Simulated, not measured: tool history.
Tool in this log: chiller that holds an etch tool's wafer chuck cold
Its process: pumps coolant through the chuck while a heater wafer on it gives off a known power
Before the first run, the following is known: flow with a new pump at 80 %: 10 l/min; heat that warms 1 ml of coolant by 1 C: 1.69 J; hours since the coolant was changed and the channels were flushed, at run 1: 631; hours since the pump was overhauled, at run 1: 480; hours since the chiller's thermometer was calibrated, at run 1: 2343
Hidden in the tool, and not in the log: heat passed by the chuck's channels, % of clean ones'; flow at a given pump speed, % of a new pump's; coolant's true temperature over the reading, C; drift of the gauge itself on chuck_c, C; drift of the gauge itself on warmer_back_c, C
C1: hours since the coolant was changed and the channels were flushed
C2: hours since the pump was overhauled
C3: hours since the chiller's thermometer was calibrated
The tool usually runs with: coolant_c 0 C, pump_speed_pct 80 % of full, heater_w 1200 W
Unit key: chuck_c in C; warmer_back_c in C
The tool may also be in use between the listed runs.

run 1 hour=0 | coolant_c=0 pump_speed_pct=80 heater_w=1200 | C1=631 C2=480 C3=2343 | chuck_c=9.6 warmer_back_c=4.29
run 2 hour=53.1 | coolant_c=9 pump_speed_pct=80 heater_w=1200 | C1=684 C2=533 C3=2396 | chuck_c=18.7 warmer_back_c=4.31
run 3 hour=84.5 | coolant_c=0 pump_speed_pct=80 heater_w=1200 | C1=715 C2=565 C3=2428 | chuck_c=9.9 warmer_back_c=4.32
run 4 hour=112.5 | coolant_c=0 pump_speed_pct=80 heater_w=1542 | C1=743 C2=593 C3=2456 | chuck_c=12.4 warmer_back_c=5.52
run 5 hour=150.5 | coolant_c=0 pump_speed_pct=80 heater_w=1542 | C1=781 C2=631 C3=2494 | chuck_c=12.4 warmer_back_c=5.6
run 6 hour=195.3 | coolant_c=0 pump_speed_pct=80 heater_w=1200 | C1=826 C2=675 C3=2539 | chuck_c=9.7 warmer_back_c=4.31
run 7 hour=237.7 | coolant_c=0 pump_speed_pct=80 heater_w=1200 | C1=869 C2=718 C3=2581 | chuck_c=9.8 warmer_back_c=4.27
run 8 hour=285.5 | coolant_c=0 pump_speed_pct=80 heater_w=1200 | C1=916 C2=765 C3=2629 | chuck_c=9.8 warmer_back_c=4.3
-- hour=295 coolant pump overhauled
run 9 hour=320.9 | coolant_c=0 pump_speed_pct=80 heater_w=1200 | C1=947 C2=26 C3=2659 | chuck_c=9.9 warmer_back_c=4.4
run 10 hour=356.9 | coolant_c=0 pump_speed_pct=80 heater_w=1200 | C1=983 C2=62 C3=2695 | chuck_c=9.8 warmer_back_c=4.35
run 11 hour=397.1 | coolant_c=0 pump_speed_pct=80 heater_w=1200 | C1=1023 C2=102 C3=2735 | chuck_c=9.7 warmer_back_c=4.3
run 12 hour=424.7 | coolant_c=-7 pump_speed_pct=80 heater_w=1200 | C1=1050 C2=130 C3=2763 | chuck_c=3.1 warmer_back_c=4.31
run 13 hour=453.3 | coolant_c=-9 pump_speed_pct=80 heater_w=1381 | C1=1079 C2=158 C3=2792 | chuck_c=2.3 warmer_back_c=5.04
run 14 hour=485.9 | coolant_c=-9 pump_speed_pct=80 heater_w=1200 | C1=1112 C2=191 C3=2824 | chuck_c=1.1 warmer_back_c=4.33
run 15 hour=520.6 | coolant_c=4 pump_speed_pct=95 heater_w=945 | C1=1146 C2=226 C3=2859 | chuck_c=10.8 warmer_back_c=2.99
run 16 hour=579.7 | coolant_c=4 pump_speed_pct=95 heater_w=945 | C1=1205 C2=285 C3=2918 | chuck_c=11 warmer_back_c=2.94
-- hour=587.5 coolant pump overhauled, once more
run 17 hour=633.2 | coolant_c=4 pump_speed_pct=61 heater_w=1230 | C1=1254 C2=46 C3=2966 | chuck_c=16.7 warmer_back_c=5.72
run 18 hour=690.9 | coolant_c=8 pump_speed_pct=67 heater_w=813 | C1=1312 C2=103 C3=3024 | chuck_c=16 warmer_back_c=3.44
run 19 hour=715.8 | coolant_c=8 pump_speed_pct=67 heater_w=813 | C1=1337 C2=128 C3=3049 | chuck_c=15.9 warmer_back_c=3.52
run 20 hour=749.6 | coolant_c=9 pump_speed_pct=68 heater_w=629 | C1=1370 C2=162 C3=3083 | chuck_c=15.2 warmer_back_c=2.55
run 21 hour=794.4 | coolant_c=9 pump_speed_pct=72 heater_w=1406 | C1=1415 C2=207 C3=3128 | chuck_c=21.7 warmer_back_c=5.54
run 22 hour=821.2 | coolant_c=9 pump_speed_pct=72 heater_w=1406 | C1=1442 C2=234 C3=3154 | chuck_c=21.9 warmer_back_c=5.54
run 23 hour=854.3 | coolant_c=9 pump_speed_pct=78 heater_w=1506 | C1=1475 C2=267 C3=3188 | chuck_c=21.7 warmer_back_c=5.52
run 24 hour=897.8 | coolant_c=6 pump_speed_pct=80 heater_w=1200 | C1=1519 C2=310 C3=3231 | chuck_c=16 warmer_back_c=4.29

Forecast each of these 4 alternatives for the next run:
run A hour=950.9 | coolant_c=6 pump_speed_pct=95 heater_w=1482 | C1=1572 C2=363 C3=3284 | chuck_c=? warmer_back_c=?
run B hour=950.9 | coolant_c=2 pump_speed_pct=80 heater_w=1200 | C1=1572 C2=363 C3=3284 | chuck_c=? warmer_back_c=?
run C hour=950.9 | coolant_c=-9 pump_speed_pct=95 heater_w=1216 | C1=1572 C2=363 C3=3284 | chuck_c=? warmer_back_c=?
run D hour=950.9 | coolant_c=4 pump_speed_pct=66 heater_w=1732 | C1=1572 C2=363 C3=3284 | chuck_c=? warmer_back_c=?

run=A chuck_c=16.6 warmer_back_c=4.49
run=B chuck_c=12.1 warmer_back_c=4.32
run=C chuck_c=-0.1 warmer_back_c=3.65
run=D chuck_c=20.8 warmer_back_c=7.45
Take away the tool's hidden state, keep each run's random variation, and the runs would have read:
run=A chuck_c=15.6 warmer_back_c=4.43
run=B chuck_c=11.1 warmer_back_c=4.26
run=C chuck_c=-1 warmer_back_c=3.61
run=D chuck_c=19.5 warmer_back_c=7.35
